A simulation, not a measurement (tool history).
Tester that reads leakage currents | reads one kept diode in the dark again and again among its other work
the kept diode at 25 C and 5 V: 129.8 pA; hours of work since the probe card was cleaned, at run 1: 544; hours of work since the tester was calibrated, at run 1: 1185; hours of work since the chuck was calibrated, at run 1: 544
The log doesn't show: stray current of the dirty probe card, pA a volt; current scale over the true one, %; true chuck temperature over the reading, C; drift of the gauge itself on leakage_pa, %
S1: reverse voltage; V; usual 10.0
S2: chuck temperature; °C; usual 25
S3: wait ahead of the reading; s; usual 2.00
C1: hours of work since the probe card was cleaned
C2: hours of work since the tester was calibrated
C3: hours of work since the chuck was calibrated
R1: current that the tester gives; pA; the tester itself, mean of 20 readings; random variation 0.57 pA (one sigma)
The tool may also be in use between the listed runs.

run,day,S1,S2,S3,C1,C2,C3,R1
1,0.000,10.0,25,2.00,544,1185,544,189.79
2,2.304,10.0,25,3.57,585,1226,585,190.75
3,3.946,10.0,25,3.57,614,1256,614,188.35
4,6.042,10.0,25,3.57,652,1293,652,188.84
5,8.642,10.0,25,3.57,698,1339,698,189.39
6,11.142,10.0,25,3.57,742,1384,742,188.24
7,13.021,10.0,25,2.00,776,1417,776,189.57
8,15.758,10.0,25,2.00,825,1466,825,189.21
9,17.842,4.3,25,2.00,862,1503,862,118.15
10,20.929,4.3,25,2.00,917,1558,917,118.02
11,24.662,10.0,25,2.00,983,1625,983,187.82
12,26.971,10.0,25,2.00,1024,1666,1024,188.44
13,30.062,10.0,25,0.57,1079,1721,1079,191.90
14,32.658,10.0,25,2.00,1126,1767,1126,186.55
15,35.192,10.0,25,2.00,1171,1812,1171,186.80
16,37.558,10.0,25,2.00,1213,1854,1213,187.36
# day 37.929: chuck's temperature calibrated
17,39.471,10.0,25,2.00,1245,1887,27,183.10
18,42.212,10.0,25,2.00,1294,1936,76,182.84
19,46.204,10.0,25,2.00,1365,2007,147,182.22
20,48.679,10.0,25,2.00,1409,2051,191,182.13
# day 50.150: chuck's temperature calibrated, once more
21,51.383,10.0,25,2.00,1456,2097,22,199.02
22,54.317,10.0,25,2.00,1508,2150,74,198.40
23,56.579,10.0,25,2.00,1548,2190,114,199.58
24,58.850,10.0,25,2.00,1589,2230,155,197.86
25,61.396,2.3,44,4.49,1634,2276,200,341.04
26,65.108,7.7,25,2.00,1700,2342,266,171.35
27,68.271,7.7,25,2.00,1757,2398,323,169.94
28,70.942,1.8,27,1.02,1804,2446,370,87.78
29,73.050,1.0,51,0.32,1842,2483,408,343.46
30,76.479,1.0,51,0.32,1903,2544,469,343.04
31,79.342,7.9,51,3.08,1954,2595,520,1037.75
32,83.321,7.9,51,0.69,2025,2666,591,1041.22
33,87.112,1.2,51,2.78,2092,2734,658,371.20
# day 89.462: probe card cleaned and baked
34,89.858,17.9,40,1.41,7,2780,705,748.47
35,93.638,10.0,49,2.00,74,2848,772,1007.70
36,96.467,10.0,26,2.47,125,2898,823,192.43
37,99.021,10.0,26,2.47,170,2943,868,192.98
38,101.979,10.0,20,2.00,223,2996,921,121.52
39,105.554,4.2,25,0.37,287,3060,984,114.62

Hidden state or all else? Some run-to-run changes of R1, split into what the settings, what came in and random variation would give without the hidden state, and what is left for the hidden state (with any gauge scatter that isn't in both results):
Run 30 -> 31: S1 1.0 -> 7.9, S3 0.32 -> 3.08. R1 +694.71 pA: hidden state -17.15, all else +711.86.
Run 32 -> 33: S1 7.9 -> 1.2, S3 0.69 -> 2.78. R1 -670.02 pA: hidden state +16.33, all else -686.35.
Run 33 -> 34: S1 1.2 -> 17.9, S2 51 -> 40, S3 2.78 -> 1.41, probe card cleaned and baked. R1 +377.27 pA: hidden state -23.87, all else +401.14.
Run 35 -> 36: S2 49 -> 26, S3 2.00 -> 2.47. R1 -815.27 pA: hidden state +42.38, all else -857.65.

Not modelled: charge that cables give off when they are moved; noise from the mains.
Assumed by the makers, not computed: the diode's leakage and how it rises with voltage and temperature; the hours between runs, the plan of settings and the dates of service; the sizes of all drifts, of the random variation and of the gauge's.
